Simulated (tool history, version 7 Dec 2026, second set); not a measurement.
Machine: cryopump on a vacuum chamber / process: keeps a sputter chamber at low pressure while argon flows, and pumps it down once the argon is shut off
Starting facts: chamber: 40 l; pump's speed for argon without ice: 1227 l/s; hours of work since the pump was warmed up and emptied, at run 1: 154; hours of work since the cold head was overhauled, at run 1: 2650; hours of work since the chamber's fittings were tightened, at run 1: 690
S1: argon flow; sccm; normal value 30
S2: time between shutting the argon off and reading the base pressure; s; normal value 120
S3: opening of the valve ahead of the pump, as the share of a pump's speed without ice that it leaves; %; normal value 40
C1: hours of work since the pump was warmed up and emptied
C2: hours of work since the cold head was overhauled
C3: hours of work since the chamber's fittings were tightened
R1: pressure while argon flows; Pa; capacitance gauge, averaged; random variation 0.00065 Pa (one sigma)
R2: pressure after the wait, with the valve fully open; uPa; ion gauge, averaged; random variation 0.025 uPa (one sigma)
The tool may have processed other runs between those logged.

run    hour  S1   S2  S3   C1    C2    C3      R1    R2
  1     0.0  30  120  40  154  2650   690  0.1083  1.51
  2    80.1  30  120  40  213  2708   749  0.1084  1.48
  3   176.1  30  120  40  283  2778   819  0.1107  1.64
  4   240.1  30  120  31  330  2825   866  0.1416  1.64
  5   337.8  30  120  31  401  2897   937  0.1439  1.67
  6   442.2  30  120  31  478  2973  1014  0.1460  1.78
  7   533.8  16  120  40  545  3040  1081  0.0639  1.88
      581.4  -- pump warmed up, emptied and cooled again
  8   632.3  16  120  40   37  3108  1149  0.0552  1.68
  9   689.3  16  120  40   79  3150  1191  0.0564  1.63
 10   738.4  30  120  40  115  3186  1227  0.1061  1.72
      831.6  -- leaking fittings of the chamber tightened, without venting
 11   856.5  30  120  40  200  3271    18  0.1070  1.09
 12   956.7  30  120  40  273  3344    92  0.1103  1.09
 13  1047.1  30  120  40  339  3410   158  0.1116  1.14
 14  1138.1  30  120  40  406  3477   224  0.1127  1.18
 15  1238.0  30  120  40  479  3550   297  0.1150  1.25
 16  1309.3  30  120  40  531  3602   349  0.1164  1.36
     1375.3  -- pump warmed up, emptied and cooled again
 17  1416.7  30  120  40   30  3677   424  0.1051  1.24
 18  1514.6  30  120  40  102  3749   496  0.1070  1.28
 19  1568.7  25   47  29  141  3788   536  0.1219  2.43
 20  1678.5  30  126  18  222  3869   616  0.2350  1.28
 21  1743.4  13   47  40  269  3916   663  0.0472  2.58

What does the tool deliver on the next run?
 22  1817.3  13  47  40  323  3970  717   ?   ?

Run 22 gave R1 0.0484 Pa, R2 2.68 uPa.
If the tool had no hidden condition, the same run with the same run-to-run variation would have returned R1 0.0449 Pa, R2 2.20 uPa.

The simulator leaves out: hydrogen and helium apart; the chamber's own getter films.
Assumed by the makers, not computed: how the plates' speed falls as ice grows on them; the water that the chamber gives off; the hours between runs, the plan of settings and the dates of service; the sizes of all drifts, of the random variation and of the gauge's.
